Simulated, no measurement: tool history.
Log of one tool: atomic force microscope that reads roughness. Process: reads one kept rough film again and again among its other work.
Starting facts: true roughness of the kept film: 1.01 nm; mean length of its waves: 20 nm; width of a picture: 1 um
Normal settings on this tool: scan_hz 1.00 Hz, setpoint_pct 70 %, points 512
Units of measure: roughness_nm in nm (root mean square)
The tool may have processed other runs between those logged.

run,hour,scan_hz,setpoint_pct,points,roughness_nm
1,0.0,1.00,70,512,0.804
# hour 5.9: new tip fitted
2,28.9,0.75,70,512,0.853
3,46.7,1.00,70,626,0.820
4,61.7,0.92,70,512,0.797
# hour 63.6: new tip fitted
5,94.7,1.00,70,796,0.842
6,112.5,1.00,70,796,0.807
# hour 122.9: new tip fitted
7,130.7,1.00,70,796,0.876
8,162.1,1.00,55,512,0.841
9,177.1,1.00,55,512,0.824
# hour 179.5: height scale calibrated on a step standard
# hour 182.2: new tip fitted
10,198.6,1.89,57,256,0.848
11,229.6,0.94,60,512,0.834
# hour 239.7: new tip fitted
12,262.5,1.73,58,603,0.864
13,294.2,1.73,58,319,0.785
# hour 297.2: new tip fitted
14,311.6,1.65,70,375,0.821
15,328.8,1.65,70,375,0.785
16,352.3,1.65,70,375,0.759
# hour 355.7: new tip fitted
# hour 371.1: height scale calibrated on a step standard, once more
17,371.1,0.78,73,331,0.837
18,385.9,1.37,57,614,0.849

Forecast each of these 4 alternatives for the next run:
A,412.7,3.98,57,581,?
B,412.7,2.01,83,346,?
C,412.7,0.71,61,947,?
D,412.7,0.60,57,500,?

run,roughness_nm
A,0.762
B,0.662
C,0.831
D,0.823
With no hidden state in the tool, these same runs would have given:
run,roughness_nm
A,0.847
B,0.736
C,0.924
D,0.915
